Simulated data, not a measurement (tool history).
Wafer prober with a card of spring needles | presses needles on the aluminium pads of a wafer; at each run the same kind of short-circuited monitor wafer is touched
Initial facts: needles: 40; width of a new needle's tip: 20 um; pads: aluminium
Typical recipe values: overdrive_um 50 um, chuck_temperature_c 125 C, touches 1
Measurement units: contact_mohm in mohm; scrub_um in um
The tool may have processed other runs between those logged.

run   hour  overdrive_um  chuck_temperature_c  touches  contact_mohm  scrub_um
  1      0            50                  125        1           128     11.88
       4.1  -- tips cleaned on abrasive film
       8.3  -- tips cleaned on abrasive film
      13.4  -- tips cleaned on abrasive film
  2   13.5            50                  125        1           124     11.79
      17.6  -- tips cleaned on abrasive film
      21.8  -- tips cleaned on abrasive film
      25.9  -- tips cleaned on abrasive film
        31  -- tips cleaned on abrasive film
  3   32.7            50                  125        1           124     12.03
      35.8  -- tips cleaned on abrasive film
        40  -- tips cleaned on abrasive film
      44.1  -- tips cleaned on abrasive film
      49.3  -- tips cleaned on abrasive film
      54.4  -- tips cleaned on abrasive film
      58.5  -- tips cleaned on abrasive film
  4   61.5            61                  125        1           124     14.51
      63.6  -- tips cleaned on abrasive film
      68.8  -- tips cleaned on abrasive film
      72.1  -- height of the first contact set anew
      73.2  -- tips cleaned on abrasive film
      78.3  -- tips cleaned on abrasive film
      83.5  -- tips cleaned on abrasive film
      88.6  -- tips cleaned on abrasive film
      92.8  -- tips cleaned on abrasive film
  5   94.4            61                  125        1           121     14.47
      97.6  -- tips cleaned on abrasive film
     101.7  -- tips cleaned on abrasive film
     106.9  -- tips cleaned on abrasive film
       111  -- tips cleaned on abrasive film
  6  111.9            61                  125        1           123     14.57
       116  -- tips cleaned on abrasive film
     120.1  -- tips cleaned on abrasive film
     124.3  -- tips cleaned on abrasive film
     129.4  -- tips cleaned on abrasive film
     134.6  -- tips cleaned on abrasive film
  7  137.9            50                  125        1           127     11.81
       139  -- tips cleaned on abrasive film
     144.1  -- tips cleaned on abrasive film
     149.3  -- tips cleaned on abrasive film
     153.4  -- tips cleaned on abrasive film
     158.3  -- tips cleaned on abrasive film
  8  158.3            50                  125        2           124     12.01
     162.5  -- tips cleaned on abrasive film
     167.6  -- tips cleaned on abrasive film
     171.8  -- tips cleaned on abrasive film
     175.9  -- tips cleaned on abrasive film
       180  -- tips cleaned on abrasive film
     184.2  -- tips cleaned on abrasive film
  9  186.3            50                  125        2           126     11.88
     188.4  -- tips cleaned on abrasive film
     192.5  -- tips cleaned on abrasive film
     197.7  -- tips cleaned on abrasive film
     202.8  -- tips cleaned on abrasive film
       208  -- tips cleaned on abrasive film
     213.1  -- tips cleaned on abrasive film
 10  213.5            50                  125        1           125     11.78
     217.7  -- tips cleaned on abrasive film
     221.8  -- tips cleaned on abrasive film
       226  -- tips cleaned on abrasive film
 11  227.2            50                  125        1           125     11.92
     230.3  -- tips cleaned on abrasive film
     234.5  -- tips cleaned on abrasive film
     239.6  -- tips cleaned on abrasive film
     243.8  -- tips cleaned on abrasive film
     248.9  -- tips cleaned on abrasive film
 12  249.1            50                  125        1           124      11.9
     253.2  -- tips cleaned on abrasive film
     257.3  -- tips cleaned on abrasive film
     262.5  -- tips cleaned on abrasive film
     266.6  -- tips cleaned on abrasive film
     271.8  -- tips cleaned on abrasive film
 13  274.8            50                   49        1           114      11.9
     276.9  -- tips cleaned on abrasive film
       282  -- tips cleaned on abrasive film
     286.2  -- tips cleaned on abrasive film
     290.3  -- tips cleaned on abrasive film
     294.5  -- tips cleaned on abrasive film
     294.8  -- height of the first contact set anew
     298.9  -- tips cleaned on abrasive film
 14  301.3            50                   49        2           118     11.95
     303.4  -- tips cleaned on abrasive film
     307.6  -- tips cleaned on abrasive film
     311.7  -- tips cleaned on abrasive film
     316.8  -- tips cleaned on abrasive film
 15  320.5            35                   68        1           126      8.31
     321.6  -- tips cleaned on abrasive film
     325.7  -- tips cleaned on abrasive film
     329.8  -- tips cleaned on abrasive film
       334  -- tips cleaned on abrasive film
 16  335.6            35                   30        1           119      8.46
     338.7  -- tips cleaned on abrasive film
     342.9  -- tips cleaned on abrasive film
       348  -- tips cleaned on abrasive film
     353.2  -- tips cleaned on abrasive film
     357.3  -- tips cleaned on abrasive film
     361.4  -- tips cleaned on abrasive film
     366.6  -- tips cleaned on abrasive film
 17  367.8            35                   97        3           132      8.34
     370.9  -- tips cleaned on abrasive film
     376.1  -- tips cleaned on abrasive film
     380.2  -- tips cleaned on abrasive film
     384.4  -- tips cleaned on abrasive film
 18  387.7            52                  125        1           126     12.36
     388.8  -- tips cleaned on abrasive film
     392.9  -- tips cleaned on abrasive film
     398.1  -- tips cleaned on abrasive film
     403.2  -- tips cleaned on abrasive film
     407.4  -- tips cleaned on abrasive film
     411.5  -- tips cleaned on abrasive film
     416.7  -- tips cleaned on abrasive film
 19  416.8            50                  125        3           126     11.96
       421  -- tips cleaned on abrasive film
     425.1  -- tips cleaned on abrasive film
     430.3  -- tips cleaned on abrasive film
     434.4  -- tips cleaned on abrasive film
 20  434.6            50                  125        1           125     11.98
     438.8  -- tips cleaned on abrasive film
     442.9  -- tips cleaned on abrasive film
     448.1  -- tips cleaned on abrasive film
 21    452            62                   26        1           107     14.79
     453.2  -- tips cleaned on abrasive film
     458.3  -- tips cleaned on abrasive film
     462.5  -- tips cleaned on abrasive film
     466.6  -- tips cleaned on abrasive film
     471.7  -- tips cleaned on abrasive film
     475.9  -- tips cleaned on abrasive film
 22  476.7            50                   51        2           115     11.95
     480.8  -- tips cleaned on abrasive film
       485  -- tips cleaned on abrasive film
     490.1  -- tips cleaned on abrasive film
     495.3  -- tips cleaned on abrasive film
 23  495.7            50                   51        2           115     11.87
     499.8  -- tips cleaned on abrasive film
       504  -- tips cleaned on abrasive film
     508.1  -- tips cleaned on abrasive film
     513.3  -- tips cleaned on abrasive film
     516.6  -- height of the first contact set anew
     518.7  -- tips cleaned on abrasive film
 24  518.7            50                  125        1           124     11.95

Below are 3 alternative next runs, each starting from the tool's condition after run 24. Predict each:
     522.8  -- tips cleaned on abrasive film
     527.9  -- tips cleaned on abrasive film
     532.1  -- tips cleaned on abrasive film
  A  534.6            35                  125        2             ?         ?
     522.8  -- tips cleaned on abrasive film
     527.9  -- tips cleaned on abrasive film
     532.1  -- tips cleaned on abrasive film
  B  534.6            50                  125        2             ?         ?
     522.8  -- tips cleaned on abrasive film
     527.9  -- tips cleaned on abrasive film
     532.1  -- tips cleaned on abrasive film
  C  534.6            50                   40        1             ?         ?

run  contact_mohm  scrub_um
  A           135      8.32
  B           127        12
  C           112     11.84
With the hidden condition removed and each run's random variation left untouched, the same runs would have given:
run  contact_mohm  scrub_um
  A           134      8.32
  B           127        12
  C           112     11.85
